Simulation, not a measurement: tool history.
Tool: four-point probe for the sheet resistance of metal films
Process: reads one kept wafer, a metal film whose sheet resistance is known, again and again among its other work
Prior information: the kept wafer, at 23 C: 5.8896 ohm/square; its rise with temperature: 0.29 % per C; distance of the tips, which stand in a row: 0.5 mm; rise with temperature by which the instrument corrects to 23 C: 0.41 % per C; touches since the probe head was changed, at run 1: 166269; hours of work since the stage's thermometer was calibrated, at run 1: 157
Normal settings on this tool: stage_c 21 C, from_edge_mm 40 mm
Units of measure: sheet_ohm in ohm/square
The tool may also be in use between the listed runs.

run	hour	stage_c	from_edge_mm	touches since the probe head was changed	hours of work since the stage's thermometer was calibrated	sheet_ohm
1	0.0	21	40	166269	157	5.922818
2	47.8	21	13	168247	192	5.929090
3	93.3	21	13	170129	225	5.928837
4	143.6	34	13	172211	261	5.841891
5	217.3	34	13	175258	315	5.838759
# hour 223.5: stage's thermometer calibrated
6	301.9	21	40	178734	57	5.925549
7	361.3	21	40	181192	100	5.926415
8	437.3	23	28	184335	155	5.913136
9	516.0	23	28	187591	213	5.914644
10	605.8	23	28	191306	278	5.913638
# hour 648.1: stage's thermometer calibrated, once more
11	695.2	23	28	194982	34	5.915154

Predict each of these 3 candidate next runs independently; none follows another, all start after run 11:
A	794.8	23	4	199101	107	?
B	794.8	21	16	199101	107	?
C	794.8	34	6	199101	107	?

run	sheet_ohm
A	5.966096
B	5.933390
C	5.862960
With the hidden condition removed and each run's random variation left untouched, the same runs would have given:
run	sheet_ohm
A	5.938178
B	5.905610
C	5.835506
